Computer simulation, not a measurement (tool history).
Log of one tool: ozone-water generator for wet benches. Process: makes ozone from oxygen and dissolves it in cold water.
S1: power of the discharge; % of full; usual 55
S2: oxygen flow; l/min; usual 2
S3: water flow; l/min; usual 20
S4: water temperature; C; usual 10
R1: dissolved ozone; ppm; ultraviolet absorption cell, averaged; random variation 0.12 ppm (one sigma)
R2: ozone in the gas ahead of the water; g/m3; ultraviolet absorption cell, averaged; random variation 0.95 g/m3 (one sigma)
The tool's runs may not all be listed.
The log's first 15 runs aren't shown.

{"run": 16, "hour": 438.1, "S1": 51, "S2": 2, "S3": 20, "S4": 10, "R1": 10.2, "R2": 154.6}
{"run": 17, "hour": 469.0, "S1": 51, "S2": 2, "S3": 16, "S4": 10, "R1": 12.6, "R2": 152.1}
{"run": 18, "hour": 495.0, "S1": 89, "S2": 2.53, "S3": 14, "S4": 9, "R1": 19.9, "R2": 179.9}
{"run": 19, "hour": 528.1, "S1": 89, "S2": 2.44, "S3": 14, "S4": 7, "R1": 20.3, "R2": 184.7}
{"run": 20, "hour": 563.2, "S1": 96, "S2": 2.44, "S3": 14, "S4": 7, "R1": 20.7, "R2": 192.4}
{"run": 21, "hour": 580.2, "S1": 96, "S2": 2.44, "S3": 14, "S4": 7, "R1": 21.2, "R2": 190.4}
{"hour": 583.6, "done": "water thermometer calibrated, once more"}
{"run": 22, "hour": 597.2, "S1": 52, "S2": 3.22, "S3": 20, "S4": 10, "R1": 11.2, "R2": 118.6}
{"run": 23, "hour": 633.6, "S1": 62, "S2": 3.22, "S3": 20, "S4": 15, "R1": 12, "R2": 131.3}
{"run": 24, "hour": 666.1, "S1": 62, "S2": 3.22, "S3": 20, "S4": 15, "R1": 11.6, "R2": 131.7}
{"run": 25, "hour": 701.0, "S1": 62, "S2": 3.22, "S3": 20, "S4": 15, "R1": 11.6, "R2": 131.2}
{"run": 26, "hour": 723.4, "S1": 55, "S2": 2, "S3": 19, "S4": 10, "R1": 10.9, "R2": 159.2}
{"run": 27, "hour": 755.9, "S1": 55, "S2": 2, "S3": 19, "S4": 10, "R1": 10.9, "R2": 158.1}
{"run": 28, "hour": 783.2, "S1": 49, "S2": 2, "S3": 20, "S4": 14, "R1": 9.6, "R2": 150.4}
{"run": 29, "hour": 804.2, "S1": 76, "S2": 2.42, "S3": 14, "S4": 10, "R1": 17.7, "R2": 169.9}
{"run": 30, "hour": 841.5, "S1": 76, "S2": 2.42, "S3": 14, "S4": 11, "R1": 17.6, "R2": 167.1}
{"run": 31, "hour": 861.5, "S1": 55, "S2": 1.85, "S3": 12, "S4": 10, "R1": 16.7, "R2": 165.6}
{"run": 32, "hour": 880.2, "S1": 98, "S2": 1.85, "S3": 15, "S4": 6, "R1": 18.8, "R2": 223.8}
{"run": 33, "hour": 919.2, "S1": 55, "S2": 3.03, "S3": 20, "S4": 6, "R1": 11.8, "R2": 127.1}

3 ways to go on from here, each from the tool as it stands after run 33. What would each give?
{"run": "A", "hour": 951.8, "S1": 60, "S2": 1.56, "S3": 20, "S4": 6, "R1": "?", "R2": "?"}
{"run": "B", "hour": 951.8, "S1": 55, "S2": 2, "S3": 23, "S4": 10, "R1": "?", "R2": "?"}
{"run": "C", "hour": 951.8, "S1": 44, "S2": 3.03, "S3": 20, "S4": 6, "R1": "?", "R2": "?"}

run=A R1=10.3 R2=189.1
run=B R1=8.7 R2=160.8
run=C R1=10.2 R2=112.7
Without the tool's hidden state the same runs would have given:
run=A R1=10.7 R2=193.8
run=B R1=9 R2=164.6
run=C R1=10.5 R2=115
